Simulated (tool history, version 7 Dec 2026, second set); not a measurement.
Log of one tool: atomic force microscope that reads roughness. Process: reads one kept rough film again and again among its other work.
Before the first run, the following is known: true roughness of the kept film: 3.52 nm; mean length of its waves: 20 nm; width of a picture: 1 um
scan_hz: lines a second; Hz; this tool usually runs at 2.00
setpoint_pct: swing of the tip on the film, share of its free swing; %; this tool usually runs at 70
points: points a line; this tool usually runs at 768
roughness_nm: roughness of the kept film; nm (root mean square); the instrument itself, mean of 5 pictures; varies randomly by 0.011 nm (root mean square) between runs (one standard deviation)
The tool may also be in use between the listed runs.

run 1 hour=0.0 | scan_hz=2.00 setpoint_pct=70 points=768 | roughness_nm=1.958
run 2 hour=11.6 | scan_hz=2.00 setpoint_pct=70 points=768 | roughness_nm=1.925
-- hour=26.5 new tip fitted
run 3 hour=28.1 | scan_hz=2.00 setpoint_pct=70 points=263 | roughness_nm=2.403
run 4 hour=48.4 | scan_hz=2.00 setpoint_pct=70 points=263 | roughness_nm=2.331
run 5 hour=61.5 | scan_hz=2.00 setpoint_pct=70 points=874 | roughness_nm=2.359
run 6 hour=77.3 | scan_hz=2.00 setpoint_pct=70 points=768 | roughness_nm=2.344
run 7 hour=98.6 | scan_hz=2.00 setpoint_pct=70 points=768 | roughness_nm=2.261
run 8 hour=111.8 | scan_hz=2.00 setpoint_pct=70 points=768 | roughness_nm=2.202
run 9 hour=129.7 | scan_hz=2.00 setpoint_pct=70 points=768 | roughness_nm=2.173
run 10 hour=142.2 | scan_hz=2.00 setpoint_pct=70 points=768 | roughness_nm=2.129
run 11 hour=156.7 | scan_hz=2.00 setpoint_pct=70 points=768 | roughness_nm=2.087
run 12 hour=170.4 | scan_hz=0.85 setpoint_pct=70 points=768 | roughness_nm=2.102
run 13 hour=183.9 | scan_hz=0.85 setpoint_pct=70 points=768 | roughness_nm=2.066
run 14 hour=203.5 | scan_hz=1.17 setpoint_pct=70 points=768 | roughness_nm=2.008
run 15 hour=212.5 | scan_hz=1.17 setpoint_pct=70 points=768 | roughness_nm=1.973
run 16 hour=222.3 | scan_hz=2.00 setpoint_pct=70 points=768 | roughness_nm=1.939
-- hour=230.7 new tip fitted
run 17 hour=236.7 | scan_hz=2.00 setpoint_pct=70 points=768 | roughness_nm=2.447
run 18 hour=255.7 | scan_hz=2.00 setpoint_pct=70 points=768 | roughness_nm=2.398
run 19 hour=275.6 | scan_hz=2.00 setpoint_pct=70 points=768 | roughness_nm=2.343
run 20 hour=291.0 | scan_hz=2.00 setpoint_pct=70 points=768 | roughness_nm=2.265
run 21 hour=306.9 | scan_hz=2.00 setpoint_pct=70 points=768 | roughness_nm=2.227
run 22 hour=322.7 | scan_hz=2.00 setpoint_pct=70 points=768 | roughness_nm=2.177
run 23 hour=332.4 | scan_hz=2.00 setpoint_pct=70 points=768 | roughness_nm=2.162
run 24 hour=345.7 | scan_hz=2.00 setpoint_pct=70 points=768 | roughness_nm=2.116
run 25 hour=355.3 | scan_hz=2.00 setpoint_pct=70 points=768 | roughness_nm=2.100
run 26 hour=369.3 | scan_hz=2.00 setpoint_pct=70 points=768 | roughness_nm=2.072
run 27 hour=380.0 | scan_hz=1.91 setpoint_pct=81 points=316 | roughness_nm=1.929
run 28 hour=390.5 | scan_hz=0.55 setpoint_pct=79 points=768 | roughness_nm=2.074
run 29 hour=405.8 | scan_hz=2.00 setpoint_pct=74 points=386 | roughness_nm=1.928
run 30 hour=419.9 | scan_hz=2.00 setpoint_pct=74 points=897 | roughness_nm=1.931
run 31 hour=433.3 | scan_hz=2.72 setpoint_pct=83 points=768 | roughness_nm=1.826
-- hour=434.7 new tip fitted
run 32 hour=452.3 | scan_hz=1.80 setpoint_pct=70 points=768 | roughness_nm=2.456
run 33 hour=461.8 | scan_hz=1.80 setpoint_pct=70 points=768 | roughness_nm=2.430
run 34 hour=470.4 | scan_hz=2.29 setpoint_pct=63 points=379 | roughness_nm=2.375
run 35 hour=480.3 | scan_hz=0.94 setpoint_pct=63 points=763 | roughness_nm=2.408
run 36 hour=498.7 | scan_hz=0.94 setpoint_pct=63 points=763 | roughness_nm=2.326
run 37 hour=511.3 | scan_hz=2.89 setpoint_pct=70 points=768 | roughness_nm=2.219
run 38 hour=527.9 | scan_hz=1.18 setpoint_pct=89 points=548 | roughness_nm=2.157
run 39 hour=536.6 | scan_hz=0.61 setpoint_pct=72 points=678 | roughness_nm=2.227
run 40 hour=547.8 | scan_hz=0.61 setpoint_pct=72 points=678 | roughness_nm=2.193
run 41 hour=561.7 | scan_hz=0.61 setpoint_pct=72 points=678 | roughness_nm=2.164
run 42 hour=577.4 | scan_hz=0.57 setpoint_pct=72 points=823 | roughness_nm=2.140
run 43 hour=586.3 | scan_hz=1.23 setpoint_pct=73 points=260 | roughness_nm=2.004
run 44 hour=602.9 | scan_hz=1.17 setpoint_pct=73 points=977 | roughness_nm=2.053
run 45 hour=611.7 | scan_hz=1.17 setpoint_pct=85 points=297 | roughness_nm=1.918
run 46 hour=632.6 | scan_hz=1.86 setpoint_pct=63 points=351 | roughness_nm=1.941
-- hour=638.4 new tip fitted
run 47 hour=644.7 | scan_hz=1.86 setpoint_pct=86 points=661 | roughness_nm=2.354
run 48 hour=655.2 | scan_hz=0.78 setpoint_pct=86 points=312 | roughness_nm=2.371
run 49 hour=667.5 | scan_hz=0.78 setpoint_pct=86 points=312 | roughness_nm=2.312
run 50 hour=680.4 | scan_hz=3.12 setpoint_pct=71 points=768 | roughness_nm=2.279
run 51 hour=693.3 | scan_hz=1.31 setpoint_pct=67 points=768 | roughness_nm=2.314
run 52 hour=706.8 | scan_hz=0.68 setpoint_pct=70 points=548 | roughness_nm=2.290

4 options for the next run, each taken on its own from the tool as it stands now. Forecast them:
run A hour=716.9 | scan_hz=2.36 setpoint_pct=59 points=333 | roughness_nm=?
run B hour=716.9 | scan_hz=1.06 setpoint_pct=70 points=548 | roughness_nm=?
run C hour=716.9 | scan_hz=1.71 setpoint_pct=62 points=768 | roughness_nm=?
run D hour=716.9 | scan_hz=2.00 setpoint_pct=74 points=768 | roughness_nm=?

run=A roughness_nm=2.218
run=B roughness_nm=2.261
run=C roughness_nm=2.265
run=D roughness_nm=2.215
Had the tool no hidden state, the same runs would have come out as:
run=A roughness_nm=2.517
run=B roughness_nm=2.564
run=C roughness_nm=2.569
run=D roughness_nm=2.513
